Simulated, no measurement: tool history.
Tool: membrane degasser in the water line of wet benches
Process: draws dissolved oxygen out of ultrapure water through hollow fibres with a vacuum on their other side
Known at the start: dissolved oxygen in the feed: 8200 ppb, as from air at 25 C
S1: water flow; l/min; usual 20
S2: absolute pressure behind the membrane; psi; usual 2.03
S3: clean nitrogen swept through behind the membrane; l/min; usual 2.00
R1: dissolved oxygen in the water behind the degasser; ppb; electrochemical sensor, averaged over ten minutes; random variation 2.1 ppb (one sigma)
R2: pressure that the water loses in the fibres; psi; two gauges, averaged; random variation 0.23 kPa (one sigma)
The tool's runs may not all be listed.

{"run": 1, "hour": 0.0, "S1": 20, "S2": 2.03, "S3": 2.0, "R1": 265.1, "R2": 8.36}
{"run": 2, "hour": 51.2, "S1": 20, "S2": 2.03, "S3": 2.0, "R1": 262.5, "R2": 8.306}
{"run": 3, "hour": 121.0, "S1": 20, "S2": 1.22, "S3": 2.0, "R1": 132.7, "R2": 8.366}
{"run": 4, "hour": 188.5, "S1": 14, "S2": 2.03, "S3": 2.0, "R1": 182.0, "R2": 5.86}
{"run": 5, "hour": 270.9, "S1": 14, "S2": 2.03, "S3": 2.0, "R1": 184.4, "R2": 5.842}
{"run": 6, "hour": 349.3, "S1": 14, "S2": 2.03, "S3": 2.0, "R1": 184.3, "R2": 5.881}
{"run": 7, "hour": 422.1, "S1": 14, "S2": 2.03, "S3": 2.0, "R1": 184.3, "R2": 5.877}
{"run": 8, "hour": 474.8, "S1": 14, "S2": 2.03, "S3": 2.0, "R1": 184.2, "R2": 5.8}
{"run": 9, "hour": 564.6, "S1": 14, "S2": 2.03, "S3": 2.0, "R1": 185.6, "R2": 5.8}
{"run": 10, "hour": 625.4, "S1": 20, "S2": 2.03, "S3": 1.47, "R1": 339.9, "R2": 8.328}
{"run": 11, "hour": 713.2, "S1": 21, "S2": 3.74, "S3": 0.87, "R1": 1071.1, "R2": 8.84}
{"run": 12, "hour": 791.1, "S1": 21, "S2": 3.74, "S3": 0.87, "R1": 1074.5, "R2": 8.81}
{"run": 13, "hour": 833.8, "S1": 21, "S2": 3.74, "S3": 0.87, "R1": 1082.4, "R2": 8.786}
{"run": 14, "hour": 900.9, "S1": 12, "S2": 4.24, "S3": 1.87, "R1": 392.7, "R2": 5.052}
{"run": 15, "hour": 944.2, "S1": 31, "S2": 2.05, "S3": 1.87, "R1": 428.9, "R2": 12.99}
{"run": 16, "hour": 1004.3, "S1": 31, "S2": 2.05, "S3": 1.87, "R1": 423.6, "R2": 13.043}
{"run": 17, "hour": 1055.2, "S1": 26, "S2": 1.61, "S3": 1.12, "R1": 409.3, "R2": 10.84}

5 ways to go on from here, each from the tool as it stands after run 17. What would each give?
{"run": "A", "hour": 1121.0, "S1": 13, "S2": 1.61, "S3": 1.19, "R1": "?", "R2": "?"}
{"run": "B", "hour": 1121.0, "S1": 23, "S2": 1.77, "S3": 1.35, "R1": "?", "R2": "?"}
{"run": "C", "hour": 1121.0, "S1": 22, "S2": 1.46, "S3": 2.64, "R1": "?", "R2": "?"}
{"run": "D", "hour": 1121.0, "S1": 20, "S2": 3.93, "S3": 2.0, "R1": "?", "R2": "?"}
{"run": "E", "hour": 1121.0, "S1": 26, "S2": 1.42, "S3": 1.47, "R1": "?", "R2": "?"}

run=A R1=206.9 R2=5.375
run=B R1=357.4 R2=9.648
run=C R1=150.0 R2=9.248
run=D R1=547.1 R2=8.338
run=E R1=282.8 R2=10.924
Without the tool's hidden state the same runs would have given:
run=A R1=200.9 R2=5.314
run=B R1=349.9 R2=9.539
run=C R1=145.6 R2=9.143
run=D R1=538.8 R2=8.244
run=E R1=275.6 R2=10.800
